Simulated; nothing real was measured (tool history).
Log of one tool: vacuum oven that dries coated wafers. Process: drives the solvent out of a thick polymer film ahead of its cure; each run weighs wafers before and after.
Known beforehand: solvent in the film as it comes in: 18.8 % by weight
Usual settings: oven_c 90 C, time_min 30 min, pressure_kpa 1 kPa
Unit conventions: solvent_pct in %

Run 1, hour 0: usual settings. Result: solvent_pct 4.21 %.
Run 2, hour 27.8: usual settings. Result: solvent_pct 4.24 %.
Run 3, hour 78: usual settings. Result: solvent_pct 4.22 %.
Run 4, hour 117.9: usual settings. Result: solvent_pct 4.18 %.
Run 5, hour 158.1: usual settings. Result: solvent_pct 4.19 %.
Run 6, hour 217.4: usual settings. Result: solvent_pct 4.18 %.
Run 7, hour 256.6: usual settings. Result: solvent_pct 4.16 %.
Run 8, hour 289.2: usual settings. Result: solvent_pct 4.19 %.
Run 9, hour 334.6: usual settings but oven_c 100 C. Result: solvent_pct 1.23 %.
Run 10, hour 400.3: usual settings but time_min 15 min. Result: solvent_pct 7.84 %.
Run 11, hour 453.2: usual settings but oven_c 96 C. Result: solvent_pct 2.07 %.
Run 12, hour 515.4: usual settings but pressure_kpa 1.74 kPa. Result: solvent_pct 4.24 %.
Run 13, hour 558.3: usual settings but pressure_kpa 1.74 kPa. Result: solvent_pct 4.23 %.
Run 14, hour 623: usual settings but pressure_kpa 1.74 kPa. Result: solvent_pct 4.27 %.
Run 15, hour 680.8: usual settings but pressure_kpa 1.74 kPa. Result: solvent_pct 4.21 %.
Run 16, hour 720.6: usual settings. Result: solvent_pct 4.01 %.
Run 17, hour 774.2: usual settings but pressure_kpa 1.85 kPa. Result: solvent_pct 4.22 %.
Run 18, hour 836.7: usual settings but pressure_kpa 3.69 kPa. Result: solvent_pct 4.66 %.
Run 19, hour 866.2: usual settings but pressure_kpa 3.69 kPa. Result: solvent_pct 4.62 %.
Run 20, hour 925.5: usual settings. Result: solvent_pct 3.99 %.
Run 21, hour 984.7: usual settings. Result: solvent_pct 3.95 %.
Run 22, hour 1041: usual settings. Result: solvent_pct 3.94 %.
Run 23, hour 1104.5: usual settings but oven_c 88 C, time_min 50 min, pressure_kpa 0.66 kPa. Result: solvent_pct 2.2 %.
Run 24, hour 1157.9: usual settings but time_min 45 min. Result: solvent_pct 2.11 %.
Run 25, hour 1215.9: usual settings but oven_c 102 C, time_min 17 min, pressure_kpa 3 kPa. Result: solvent_pct 2.83 %.
Run 26, hour 1282.2: usual settings but time_min 52 min. Result: solvent_pct 1.59 %.
Run 27, hour 1320.9: usual settings but oven_c 98 C, time_min 18 min, pressure_kpa 1.31 kPa. Result: solvent_pct 3.55 %.
Run 28, hour 1377.5: usual settings but pressure_kpa 0.87 kPa. Result: solvent_pct 3.79 %.
Run 29, hour 1410.5: usual settings but pressure_kpa 0.87 kPa. Result: solvent_pct 3.8 %.
Run 30, hour 1444.4: usual settings but pressure_kpa 0.87 kPa. Result: solvent_pct 3.8 %.
Run 31, hour 1483.3: usual settings but oven_c 96 C, pressure_kpa 0.87 kPa. Result: solvent_pct 1.87 %.
Run 32, hour 1511: usual settings but oven_c 96 C, pressure_kpa 0.87 kPa. Result: solvent_pct 1.87 %.
Run 33, hour 1558.8: usual settings but oven_c 85 C, pressure_kpa 0.74 kPa. Result: solvent_pct 5.72 %.
Run 34, hour 1602.7: usual settings but pressure_kpa 1.91 kPa. Result: solvent_pct 3.94 %.
Run 35, hour 1641.2: usual settings but oven_c 88 C, time_min 39 min, pressure_kpa 3.4 kPa. Result: solvent_pct 3.86 %.
Run 36, hour 1706.8: usual settings but oven_c 88 C, time_min 39 min, pressure_kpa 3.4 kPa. Result: solvent_pct 3.79 %.
At hour 1774.6: oven's thermocouples calibrated.
Run 37, hour 1774.6: usual settings but oven_c 88 C, time_min 39 min, pressure_kpa 3.4 kPa. Result: solvent_pct 4.36 %.
Run 38, hour 1825.9: usual settings but oven_c 76 C, time_min 19 min. Result: solvent_pct 11.69 %.
Run 39, hour 1882: usual settings but oven_c 79 C, time_min 27 min, pressure_kpa 3.8 kPa. Result: solvent_pct 9.92 %.
Run 40, hour 1916.6: usual settings but time_min 24 min, pressure_kpa 2.54 kPa. Result: solvent_pct 5.72 %.
Run 41, hour 1974.4: usual settings but time_min 27 min, pressure_kpa 2.8 kPa. Result: solvent_pct 5.2 %.
Run 42, hour 2038.9: usual settings but time_min 27 min, pressure_kpa 2.8 kPa. Result: solvent_pct 5.22 %.
Run 43, hour 2099.3: usual settings but time_min 27 min, pressure_kpa 2.8 kPa. Result: solvent_pct 5.14 %.

Alternative continuations, all from the tool just after run 43; predict every row:
Run A, hour 2151.4: usual settings but time_min 17 min. Result: solvent_pct ?.
Run B, hour 2151.4: usual settings but oven_c 83 C, time_min 19 min, pressure_kpa 0.76 kPa. Result: solvent_pct ?.
Run C, hour 2151.4: usual settings but oven_c 101 C. Result: solvent_pct ?.
Run D, hour 2151.4: usual settings but pressure_kpa 1.67 kPa. Result: solvent_pct ?.
Run E, hour 2151.4: usual settings but time_min 31 min. Result: solvent_pct ?.

run  solvent_pct
  A         7.21
  B         9.29
  C         1.02
  D         4.31
  E         4.01
The same runs, with their run-to-run variation unchanged, on a tool lacking any hidden condition would have given:
run  solvent_pct
  A         7.27
  B         9.33
  C         0.99
  D         4.35
  E         4.04

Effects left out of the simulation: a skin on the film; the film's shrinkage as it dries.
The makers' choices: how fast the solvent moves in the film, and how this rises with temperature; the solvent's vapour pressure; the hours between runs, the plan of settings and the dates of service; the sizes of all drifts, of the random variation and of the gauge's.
